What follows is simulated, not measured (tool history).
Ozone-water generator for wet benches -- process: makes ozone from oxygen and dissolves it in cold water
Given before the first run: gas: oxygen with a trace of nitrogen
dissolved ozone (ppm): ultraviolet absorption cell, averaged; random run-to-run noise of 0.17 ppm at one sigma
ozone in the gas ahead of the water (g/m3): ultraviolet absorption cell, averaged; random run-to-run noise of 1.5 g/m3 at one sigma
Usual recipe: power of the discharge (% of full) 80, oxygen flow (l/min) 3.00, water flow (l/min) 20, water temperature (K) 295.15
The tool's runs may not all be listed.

| run | day | power of the discharge (% of full) | oxygen flow (l/min) | water flow (l/min) | water temperature (K) | dissolved ozone (ppm) | ozone in the gas ahead of the water (g/m3) |
|---|---|---|---|---|---|---|---|
| 1 | 0.000 | 80 | 3.00 | 20 | 295.15 | 22.2 | 275.3 |
| 2 | 4.250 | 80 | 3.00 | 20 | 295.15 | 22.2 | 275.1 |
| 3 | 7.458 | 80 | 3.00 | 20 | 295.15 | 22.1 | 273.9 |
| 4 | 11.142 | 80 | 3.00 | 20 | 295.15 | 21.8 | 273.9 |
| 5 | 16.300 | 80 | 3.00 | 20 | 295.15 | 21.8 | 273.3 |
| 6 | 20.104 | 80 | 3.00 | 20 | 295.15 | 22.1 | 272.6 |
| 7 | 24.454 | 80 | 3.00 | 20 | 295.15 | 22.2 | 273.9 |
| 8 | 29.921 | 80 | 3.00 | 20 | 295.15 | 22.2 | 268.1 |
| 9 | 32.596 | 80 | 2.01 | 20 | 289.15 | 22.0 | 341.5 |
| 10 | 36.350 | 64 | 2.51 | 25 | 295.15 | 14.9 | 246.8 |
| 11 | 41.192 | 64 | 2.51 | 25 | 295.15 | 14.7 | 245.5 |
| 12 | 46.871 | 64 | 2.51 | 25 | 293.15 | 14.9 | 244.6 |

The logged runs with the hidden state left out (each run's random variation unchanged):
Hidden state present: yield of the discharge, % of new electrodes'; contactor's efficiency, % of a clean one's; true water temperature over the reading, C; drift of the gauge itself on ozone_ppm, %; drift of the gauge itself on gas_g_m3, %.
| run | ozone in the gas ahead of the water (g/m3) |
|---|---|
| 1 | 275.5 |
| 2 | 276.0 |
| 3 | 275.4 |
| 4 | 275.9 |
| 5 | 276.2 |
| 6 | 276.1 |
| 7 | 278.2 |
| 8 | 273.2 |
| 9 | 348.6 |
| 10 | 252.5 |
| 11 | 251.9 |
| 12 | 251.9 |
For dissolved ozone (ppm), the value without the hidden state is never more than 0.1 from the measured value.

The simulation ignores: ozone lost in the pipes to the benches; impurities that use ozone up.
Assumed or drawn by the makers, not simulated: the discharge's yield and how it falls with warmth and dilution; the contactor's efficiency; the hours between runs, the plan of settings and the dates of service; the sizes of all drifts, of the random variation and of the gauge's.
